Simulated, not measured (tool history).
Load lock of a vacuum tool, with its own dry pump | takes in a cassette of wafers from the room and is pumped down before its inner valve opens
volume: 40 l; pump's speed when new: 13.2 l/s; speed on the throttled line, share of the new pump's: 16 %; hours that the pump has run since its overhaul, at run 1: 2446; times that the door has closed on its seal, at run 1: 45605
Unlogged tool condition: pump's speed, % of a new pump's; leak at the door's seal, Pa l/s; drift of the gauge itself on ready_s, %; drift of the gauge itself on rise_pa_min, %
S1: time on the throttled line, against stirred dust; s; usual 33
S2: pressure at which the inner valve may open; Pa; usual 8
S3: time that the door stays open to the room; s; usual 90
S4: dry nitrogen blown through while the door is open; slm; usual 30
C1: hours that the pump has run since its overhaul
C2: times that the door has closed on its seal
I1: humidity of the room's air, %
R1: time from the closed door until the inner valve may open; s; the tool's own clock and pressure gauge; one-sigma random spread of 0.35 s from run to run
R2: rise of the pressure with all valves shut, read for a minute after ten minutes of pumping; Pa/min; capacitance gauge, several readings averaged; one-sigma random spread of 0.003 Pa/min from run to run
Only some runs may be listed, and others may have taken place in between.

run 1 hour=0 | S1=33 S2=8 S3=90 S4=30 | C1=2446 C2=45605 | I1=42.6 | R1=57.8 R2=0.283
run 2 hour=109.6 | S1=33 S2=14 S3=90 S4=30 | C1=2556 C2=46094 | I1=46.8 | R1=55 R2=0.293
run 3 hour=234.6 | S1=33 S2=14 S3=90 S4=30 | C1=2681 C2=46653 | I1=43.2 | R1=55.5 R2=0.285
run 4 hour=367.5 | S1=33 S2=14 S3=90 S4=30 | C1=2814 C2=47247 | I1=47.1 | R1=54.7 R2=0.292
run 5 hour=479.9 | S1=33 S2=14 S3=90 S4=30 | C1=2926 C2=47749 | I1=45.4 | R1=55.1 R2=0.292
run 6 hour=603.6 | S1=33 S2=14 S3=90 S4=30 | C1=3050 C2=48301 | I1=46.8 | R1=54.7 R2=0.297
run 7 hour=712 | S1=33 S2=14 S3=90 S4=43 | C1=3158 C2=48785 | I1=46.7 | R1=55.4 R2=0.312
run 8 hour=855.2 | S1=33 S2=8 S3=90 S4=30 | C1=3302 C2=49425 | I1=45.4 | R1=57.1 R2=0.326
run 9 hour=956.7 | S1=33 S2=8 S3=90 S4=30 | C1=3403 C2=49879 | I1=44.9 | R1=57.6 R2=0.328
run 10 hour=1101.7 | S1=33 S2=8 S3=90 S4=30 | C1=3548 C2=50526 | I1=43.2 | R1=57.3 R2=0.325
run 11 hour=1180.8 | S1=33 S2=14 S3=90 S4=30 | C1=3627 C2=50880 | I1=46.2 | R1=55 R2=0.337
run 12 hour=1256.7 | S1=34 S2=8 S3=49 S4=17 | C1=3703 C2=51219 | I1=47.1 | R1=57.1 R2=0.339
run 13 hour=1377.9 | S1=26 S2=8 S3=223 S4=4 | C1=3824 C2=51760 | I1=46.3 | R1=51.1 R2=0.398

Run 14 has not been measured yet. What should we expect?
run 14 hour=1519.9 | S1=26 S2=8 S3=223 S4=4 | C1=3966 C2=52394 | I1=44.8 | R1=? R2=?

{"run 14": {"R1": 51.3, "R2": 0.405}}
Without the tool's hidden state the same run would have given R1 51 s, R2 0.088 Pa/min.

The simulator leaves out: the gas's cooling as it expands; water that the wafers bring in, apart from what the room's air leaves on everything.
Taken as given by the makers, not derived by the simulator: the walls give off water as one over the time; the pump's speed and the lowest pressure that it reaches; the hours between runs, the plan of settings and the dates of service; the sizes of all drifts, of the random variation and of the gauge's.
